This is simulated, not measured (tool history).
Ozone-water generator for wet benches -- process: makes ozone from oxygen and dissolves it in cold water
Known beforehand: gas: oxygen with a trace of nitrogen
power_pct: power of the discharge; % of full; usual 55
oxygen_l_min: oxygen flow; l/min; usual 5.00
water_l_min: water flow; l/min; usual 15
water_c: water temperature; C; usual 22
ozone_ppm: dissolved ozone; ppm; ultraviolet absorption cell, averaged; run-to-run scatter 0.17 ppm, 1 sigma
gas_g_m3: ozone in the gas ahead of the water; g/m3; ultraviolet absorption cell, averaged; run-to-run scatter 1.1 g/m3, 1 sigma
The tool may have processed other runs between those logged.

Run 1, hour 0.0: usual settings. Result: ozone_ppm 22.0 ppm, gas_g_m3 193.6 g/m3.
Run 2, hour 27.7: usual settings. Result: ozone_ppm 21.8 ppm, gas_g_m3 194.4 g/m3.
Run 3, hour 57.7: usual settings but power_pct 42 % of full. Result: ozone_ppm 17.8 ppm, gas_g_m3 156.9 g/m3.
Run 4, hour 84.0: usual settings but power_pct 42 % of full, water_c 28 C. Result: ozone_ppm 15.9 ppm, gas_g_m3 157.7 g/m3.
Run 5, hour 115.0: usual settings. Result: ozone_ppm 22.2 ppm, gas_g_m3 194.4 g/m3.
Run 6, hour 162.8: usual settings. Result: ozone_ppm 21.7 ppm, gas_g_m3 195.1 g/m3.
Run 7, hour 221.3: usual settings but power_pct 87 % of full. Result: ozone_ppm 30.7 ppm, gas_g_m3 274.1 g/m3.
Run 8, hour 257.5: usual settings but power_pct 87 % of full. Result: ozone_ppm 30.7 ppm, gas_g_m3 273.6 g/m3.
Run 9, hour 304.9: usual settings but water_l_min 22 l/min. Result: ozone_ppm 17.0 ppm, gas_g_m3 194.2 g/m3.
Run 10, hour 344.5: usual settings but oxygen_l_min 3.45 l/min, water_l_min 22 l/min. Result: ozone_ppm 15.6 ppm, gas_g_m3 223.6 g/m3.
Run 11, hour 403.7: usual settings. Result: ozone_ppm 21.5 ppm, gas_g_m3 193.0 g/m3.
Run 12, hour 439.0: usual settings. Result: ozone_ppm 21.7 ppm, gas_g_m3 193.1 g/m3.
Run 13, hour 475.2: usual settings. Result: ozone_ppm 21.6 ppm, gas_g_m3 195.0 g/m3.
Run 14, hour 513.2: usual settings. Result: ozone_ppm 21.6 ppm, gas_g_m3 192.8 g/m3.
Run 15, hour 554.5: usual settings but oxygen_l_min 8.49 l/min. Result: ozone_ppm 21.4 ppm, gas_g_m3 156.5 g/m3.
Run 16, hour 609.2: usual settings but oxygen_l_min 8.49 l/min. Result: ozone_ppm 21.7 ppm, gas_g_m3 155.2 g/m3.
Run 17, hour 662.7: usual settings but oxygen_l_min 8.49 l/min, water_l_min 20 l/min, water_c 26 C. Result: ozone_ppm 17.1 ppm, gas_g_m3 158.5 g/m3.
Run 18, hour 703.2: usual settings but oxygen_l_min 5.66 l/min, water_c 18 C. Result: ozone_ppm 23.3 ppm, gas_g_m3 184.0 g/m3.
Run 19, hour 762.3: usual settings but oxygen_l_min 5.66 l/min, water_l_min 16 l/min, water_c 27 C. Result: ozone_ppm 18.7 ppm, gas_g_m3 182.6 g/m3.
Run 20, hour 786.9: usual settings but power_pct 42 % of full, oxygen_l_min 5.66 l/min, water_l_min 16 l/min, water_c 16 C. Result: ozone_ppm 18.8 ppm, gas_g_m3 149.6 g/m3.
Run 21, hour 813.6: usual settings but power_pct 79 % of full, oxygen_l_min 7.11 l/min, water_l_min 19 l/min, water_c 30 C. Result: ozone_ppm 21.2 ppm, gas_g_m3 218.1 g/m3.
Run 22, hour 872.4: usual settings but water_l_min 24 l/min, water_c 25 C. Result: ozone_ppm 15.0 ppm, gas_g_m3 191.0 g/m3.
Run 23, hour 916.5: usual settings but oxygen_l_min 4.36 l/min, water_l_min 24 l/min, water_c 25 C. Result: ozone_ppm 14.5 ppm, gas_g_m3 201.6 g/m3.
Run 24, hour 964.9: usual settings but oxygen_l_min 4.36 l/min, water_l_min 24 l/min, water_c 25 C. Result: ozone_ppm 14.5 ppm, gas_g_m3 203.0 g/m3.
Run 25, hour 991.7: usual settings but power_pct 82 % of full, oxygen_l_min 3.03 l/min, water_l_min 10 l/min, water_c 25 C. Result: ozone_ppm 33.8 ppm, gas_g_m3 311.6 g/m3.
Run 26, hour 1031.6: usual settings but power_pct 89 % of full, oxygen_l_min 3.74 l/min, water_l_min 10 l/min, water_c 25 C. Result: ozone_ppm 35.7 ppm, gas_g_m3 305.8 g/m3.
Run 27, hour 1083.2: usual settings but power_pct 51 % of full, oxygen_l_min 2.67 l/min, water_l_min 10 l/min, water_c 18 C. Result: ozone_ppm 25.8 ppm, gas_g_m3 230.9 g/m3.
Run 28, hour 1121.9: usual settings but power_pct 51 % of full, oxygen_l_min 2.67 l/min, water_l_min 10 l/min, water_c 18 C. Result: ozone_ppm 25.8 ppm, gas_g_m3 229.1 g/m3.
Run 29, hour 1177.8: usual settings but oxygen_l_min 5.37 l/min, water_c 30 C. Result: ozone_ppm 18.3 ppm, gas_g_m3 186.3 g/m3.
Run 30, hour 1223.4: usual settings but oxygen_l_min 5.37 l/min, water_c 30 C. Result: ozone_ppm 18.0 ppm, gas_g_m3 184.8 g/m3.
Run 31, hour 1257.9: usual settings but oxygen_l_min 5.37 l/min, water_c 30 C. Result: ozone_ppm 18.3 ppm, gas_g_m3 185.5 g/m3.
Run 32, hour 1302.6: usual settings but power_pct 73 % of full, water_l_min 23 l/min, water_c 29 C. Result: ozone_ppm 17.6 ppm, gas_g_m3 236.9 g/m3.

Each row is a separate what-if for the run after 32, all from the same tool condition, not one after another. Results?
Run A, hour 1337.7: usual settings but power_pct 70 % of full, oxygen_l_min 7.83 l/min, water_l_min 11 l/min. Result: ozone_ppm ?, gas_g_m3 ?.
Run B, hour 1337.7: usual settings but power_pct 76 % of full, water_l_min 12 l/min, water_c 25 C. Result: ozone_ppm ?, gas_g_m3 ?.
Run C, hour 1337.7: usual settings but power_pct 86 % of full, water_l_min 18 l/min, water_c 17 C. Result: ozone_ppm ?, gas_g_m3 ?.

run  ozone_ppm  gas_g_m3
  A       28.9     191.5
  B       28.3     241.8
  C       28.0     265.1
Without the tool's hidden state the same runs would have given:
run  ozone_ppm  gas_g_m3
  A       31.3     195.7
  B       30.8     247.5
  C       30.7     271.8

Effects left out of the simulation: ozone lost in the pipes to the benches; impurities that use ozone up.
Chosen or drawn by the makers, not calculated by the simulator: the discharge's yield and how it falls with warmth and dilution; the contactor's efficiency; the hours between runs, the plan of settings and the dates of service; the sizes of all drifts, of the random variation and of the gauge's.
